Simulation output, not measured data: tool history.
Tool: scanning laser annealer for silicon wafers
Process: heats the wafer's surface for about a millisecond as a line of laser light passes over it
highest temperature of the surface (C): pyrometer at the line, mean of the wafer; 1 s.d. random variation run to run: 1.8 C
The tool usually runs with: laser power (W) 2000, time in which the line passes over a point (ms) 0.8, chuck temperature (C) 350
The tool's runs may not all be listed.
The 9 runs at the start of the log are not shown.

run,hour,laser power (W),time in which the line passes over a point (ms),chuck temperature (C),hours of work since the window was cleaned,hours of work since the power meter was calibrated,hours of work since the optics were aligned,highest temperature of the surface (C)
10,650.2,2000,0.804,350,77,1782,844,1084
11,718.2,2000,0.804,350,114,1819,881,1082
12,761.5,1777,0.8,350,137,1842,904,982
# hour 806.7: optics aligned, line set to its width
13,847,1777,0.8,350,181,1885,22,981
14,905.3,1777,0.8,350,212,1917,53,986
15,1000.9,2000,0.8,370,264,1968,105,1096
16,1059.3,2000,0.8,350,295,2000,136,1081
17,1113.1,2000,0.8,350,324,2029,165,1080
18,1209.9,1962,0.995,374,376,2081,217,1181
19,1297.2,1866,0.995,382,423,2128,265,1137
20,1386.2,1834,0.585,374,471,2176,312,924
21,1481.6,2079,0.8,383,523,2227,364,1147
22,1543.7,1730,0.801,323,556,2261,397,936
23,1601.3,1990,0.866,383,587,2292,428,1137
# hour 1664.8: window over the wafer cleaned
24,1700.3,2000,0.8,341,19,2344,481,1069
25,1785.7,1763,0.588,373,65,2390,527,903
26,1847.2,1843,0.772,367,98,2423,560,1016
27,1920.3,2000,0.8,318,138,2463,599,1046
28,1991.7,2000,0.8,318,176,2501,638,1046
29,2068.9,2000,0.626,337,218,2543,680,971
30,2164.3,2000,0.626,337,269,2595,731,972
31,2208.1,2000,0.626,337,293,2618,755,969
32,2303.9,2000,0.998,350,345,2670,806,1174
33,2350.9,1864,0.998,346,370,2695,832,1102
34,2400,2155,0.761,331,396,2722,858,1103

Branching from run 34: 5 alternative next runs. What would each branch give?
A,2497.8,2155,0.803,316,449,2774,911,?
B,2497.8,2014,0.917,352,449,2774,911,?
C,2497.8,2155,0.921,382,449,2774,911,?
D,2497.8,2155,0.644,331,449,2774,911,?
E,2497.8,2155,0.886,331,449,2774,911,?

run,highest temperature of the surface (C)
A,1109
B,1141
C,1243
D,1033
E,1174
Without the tool's hidden state the same runs would have given:
run,highest temperature of the surface (C)
A,1110
B,1142
C,1244
D,1034
E,1175
